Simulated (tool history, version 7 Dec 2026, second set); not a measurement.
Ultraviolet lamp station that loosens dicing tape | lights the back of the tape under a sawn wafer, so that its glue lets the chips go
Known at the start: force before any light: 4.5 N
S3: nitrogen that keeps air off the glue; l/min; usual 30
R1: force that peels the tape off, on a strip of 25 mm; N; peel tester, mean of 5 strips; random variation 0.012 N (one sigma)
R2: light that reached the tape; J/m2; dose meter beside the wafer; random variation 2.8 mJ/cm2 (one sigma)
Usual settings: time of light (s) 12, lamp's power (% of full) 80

run 1 hour=0 | time_of_light_(s)=12 lamp's_power_(%_of_full)=80 S3=30 | R1=0.627 R2=3420
run 2 hour=51.4 | time_of_light_(s)=12 lamp's_power_(%_of_full)=77 S3=30 | R1=0.689 R2=3190
run 3 hour=116.9 | time_of_light_(s)=12 lamp's_power_(%_of_full)=77 S3=30 | R1=0.766 R2=3190
run 4 hour=156.8 | time_of_light_(s)=12 lamp's_power_(%_of_full)=77 S3=30 | R1=0.761 R2=3130
run 5 hour=219.9 | time_of_light_(s)=12 lamp's_power_(%_of_full)=83 S3=30 | R1=0.69 R2=3380
run 6 hour=263.1 | time_of_light_(s)=12 lamp's_power_(%_of_full)=80 S3=44 | R1=0.649 R2=3160
run 7 hour=326.9 | time_of_light_(s)=12 lamp's_power_(%_of_full)=80 S3=44 | R1=0.668 R2=3120
run 8 hour=370.6 | time_of_light_(s)=12 lamp's_power_(%_of_full)=80 S3=44 | R1=0.667 R2=3130
run 9 hour=447.9 | time_of_light_(s)=12 lamp's_power_(%_of_full)=80 S3=30 | R1=0.784 R2=3060
run 10 hour=501.3 | time_of_light_(s)=12 lamp's_power_(%_of_full)=80 S3=30 | R1=0.795 R2=3020
run 11 hour=581 | time_of_light_(s)=12 lamp's_power_(%_of_full)=80 S3=30 | R1=0.838 R2=2990
run 12 hour=629.9 | time_of_light_(s)=12 lamp's_power_(%_of_full)=80 S3=30 | R1=0.851 R2=2890
run 13 hour=673.1 | time_of_light_(s)=18 lamp's_power_(%_of_full)=80 S3=30 | R1=0.423 R2=4340
run 14 hour=734 | time_of_light_(s)=18 lamp's_power_(%_of_full)=80 S3=30 | R1=0.408 R2=4270
run 15 hour=785.3 | time_of_light_(s)=18 lamp's_power_(%_of_full)=80 S3=30 | R1=0.46 R2=4220
run 16 hour=828.7 | time_of_light_(s)=18 lamp's_power_(%_of_full)=80 S3=30 | R1=0.459 R2=4140
-- hour=910.8 window cleaned of glue's vapour
run 17 hour=910.8 | time_of_light_(s)=18 lamp's_power_(%_of_full)=80 S3=30 | R1=0.538 R2=3890
run 18 hour=955.3 | time_of_light_(s)=18 lamp's_power_(%_of_full)=80 S3=30 | R1=0.529 R2=3800
-- hour=1034.4 window cleaned of glue's vapour, once more
run 19 hour=1035.7 | time_of_light_(s)=18 lamp's_power_(%_of_full)=80 S3=30 | R1=0.423 R2=4370
run 20 hour=1113.7 | time_of_light_(s)=18 lamp's_power_(%_of_full)=80 S3=30 | R1=0.425 R2=4230
run 21 hour=1186 | time_of_light_(s)=18 lamp's_power_(%_of_full)=80 S3=30 | R1=0.452 R2=4220
run 22 hour=1260.9 | time_of_light_(s)=18 lamp's_power_(%_of_full)=80 S3=30 | R1=0.467 R2=4100

The next listed run, before its measurement:
run 23 hour=1298.4 | time_of_light_(s)=15 lamp's_power_(%_of_full)=87 S3=44 | R1=? R2=?

{"run 23": {"R1": 0.503, "R2": 3700}}
Without the tool's hidden state the same run would have given R1 0.237 N, R2 5280 J/m2.

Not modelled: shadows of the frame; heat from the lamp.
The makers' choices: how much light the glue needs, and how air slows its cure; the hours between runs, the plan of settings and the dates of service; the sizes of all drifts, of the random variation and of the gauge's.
